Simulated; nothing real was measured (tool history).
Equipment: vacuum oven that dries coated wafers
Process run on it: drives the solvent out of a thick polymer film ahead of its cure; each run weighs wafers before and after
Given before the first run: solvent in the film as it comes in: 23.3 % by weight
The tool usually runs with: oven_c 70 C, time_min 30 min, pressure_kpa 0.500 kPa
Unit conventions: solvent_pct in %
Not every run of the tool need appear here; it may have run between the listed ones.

run 1 hour=0.0 | oven_c=70 time_min=30 pressure_kpa=0.500 | solvent_pct=2.86
run 2 hour=42.7 | oven_c=70 time_min=30 pressure_kpa=0.500 | solvent_pct=2.88
run 3 hour=69.0 | oven_c=70 time_min=30 pressure_kpa=0.500 | solvent_pct=2.85
run 4 hour=105.6 | oven_c=70 time_min=30 pressure_kpa=0.500 | solvent_pct=2.83
run 5 hour=145.0 | oven_c=70 time_min=30 pressure_kpa=0.500 | solvent_pct=2.86
run 6 hour=170.3 | oven_c=70 time_min=30 pressure_kpa=0.500 | solvent_pct=2.77
run 7 hour=189.6 | oven_c=70 time_min=30 pressure_kpa=0.500 | solvent_pct=2.81
run 8 hour=218.9 | oven_c=70 time_min=30 pressure_kpa=0.500 | solvent_pct=2.87
run 9 hour=249.3 | oven_c=70 time_min=30 pressure_kpa=0.500 | solvent_pct=2.90
run 10 hour=290.7 | oven_c=70 time_min=30 pressure_kpa=0.500 | solvent_pct=2.83
run 11 hour=313.0 | oven_c=70 time_min=30 pressure_kpa=0.500 | solvent_pct=2.76
run 12 hour=346.6 | oven_c=63 time_min=30 pressure_kpa=0.500 | solvent_pct=4.87
run 13 hour=380.8 | oven_c=63 time_min=30 pressure_kpa=0.500 | solvent_pct=4.79
run 14 hour=406.7 | oven_c=63 time_min=28 pressure_kpa=0.500 | solvent_pct=5.45
run 15 hour=428.0 | oven_c=56 time_min=23 pressure_kpa=0.297 | solvent_pct=9.18
run 16 hour=465.8 | oven_c=56 time_min=21 pressure_kpa=0.307 | solvent_pct=9.44

Forecast run 17:
run 17 hour=491.0 | oven_c=73 time_min=30 pressure_kpa=0.306 | solvent_pct=?

{"run 17": {"solvent_pct": 1.95}}
Minus the tool's unlogged condition, the same run would have read solvent_pct 2.36 %.
